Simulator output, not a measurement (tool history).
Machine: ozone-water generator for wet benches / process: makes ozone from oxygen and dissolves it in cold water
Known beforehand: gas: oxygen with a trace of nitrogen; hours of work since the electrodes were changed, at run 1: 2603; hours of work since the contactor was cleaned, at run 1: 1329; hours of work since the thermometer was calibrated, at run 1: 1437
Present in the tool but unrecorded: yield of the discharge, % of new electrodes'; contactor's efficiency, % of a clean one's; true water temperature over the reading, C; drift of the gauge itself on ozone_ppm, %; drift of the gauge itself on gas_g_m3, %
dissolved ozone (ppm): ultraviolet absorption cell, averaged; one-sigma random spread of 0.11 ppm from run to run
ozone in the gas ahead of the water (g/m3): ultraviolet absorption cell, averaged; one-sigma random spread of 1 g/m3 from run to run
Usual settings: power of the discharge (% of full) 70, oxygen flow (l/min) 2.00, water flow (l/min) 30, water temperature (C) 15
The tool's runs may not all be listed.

run,day,power of the discharge (% of full),oxygen flow (l/min),water flow (l/min),water temperature (C),hours of work since the electrodes were changed,hours of work since the contactor was cleaned,hours of work since the thermometer was calibrated,dissolved ozone (ppm),ozone in the gas ahead of the water (g/m3)
1,0.000,70,2.00,30,15,2603,1329,1437,5.6,156.2
2,2.671,70,2.00,30,15,2659,1385,1493,5.6,154.2
3,5.933,70,2.00,30,15,2728,1453,1561,5.5,153.1
4,8.317,70,2.00,30,15,2777,1503,1611,5.6,155.7
5,12.296,70,2.00,30,15,2861,1586,1695,5.6,153.7
6,14.800,70,2.00,30,15,2913,1638,1747,5.5,152.0
7,18.179,70,2.00,30,15,2984,1709,1818,5.4,151.6
8,20.600,70,2.69,30,15,3034,1760,1868,6.3,135.0
9,23.038,70,1.37,30,15,3085,1811,1919,4.4,177.9
10,27.496,70,2.00,40,15,3178,1904,2012,3.8,150.5
11,29.925,70,2.00,28,15,3229,1955,2063,5.7,151.1
12,34.029,70,2.00,28,15,3315,2041,2149,5.8,148.6
13,39.638,44,2.00,28,12,3432,2158,2266,4.7,122.9
14,43.092,70,2.00,29,15,3505,2230,2339,5.4,148.4
15,47.254,100,2.00,30,15,3592,2317,2426,6.0,170.4
16,51.450,71,3.53,24,15,3679,2405,2513,7.9,117.2
17,54.733,48,2.00,30,14,3748,2474,2582,4.4,123.8
18,58.642,70,1.22,30,15,3830,2555,2664,4.0,176.5
19,62.921,70,1.22,30,15,3919,2645,2753,4.1,178.1
# day 63.579: contactor cleaned
20,67.342,70,2.00,30,10,4008,79,2842,5.5,144.3
21,71.567,71,2.00,41,15,4097,167,2931,3.8,143.6
22,76.275,70,2.00,30,11,4195,266,3029,5.5,141.4
23,81.488,70,2.66,21,15,4304,375,3138,8.5,124.6
24,85.212,70,1.99,30,10,4382,452,3216,5.4,140.3

5 ways to go on from here, each from the tool as it stands after run 24. What would each give?
A,90.204,70,2.00,45,15,4487,557,3321,?,?
B,90.204,61,2.00,30,11,4487,557,3321,?,?
C,90.204,70,1.17,30,15,4487,557,3321,?,?
D,90.204,70,1.58,30,10,4487,557,3321,?,?
E,90.204,70,1.12,30,10,4487,557,3321,?,?

run,dissolved ozone (ppm),ozone in the gas ahead of the water (g/m3)
A,3.3,138.1
B,4.9,131.8
C,3.8,174.5
D,4.6,154.0
E,4.0,175.5
What these runs would have given with no unlogged condition in the tool:
run,dissolved ozone (ppm),ozone in the gas ahead of the water (g/m3)
A,4.3,177.0
B,6.3,166.1
C,5.0,223.2
D,6.0,196.9
E,5.1,224.6
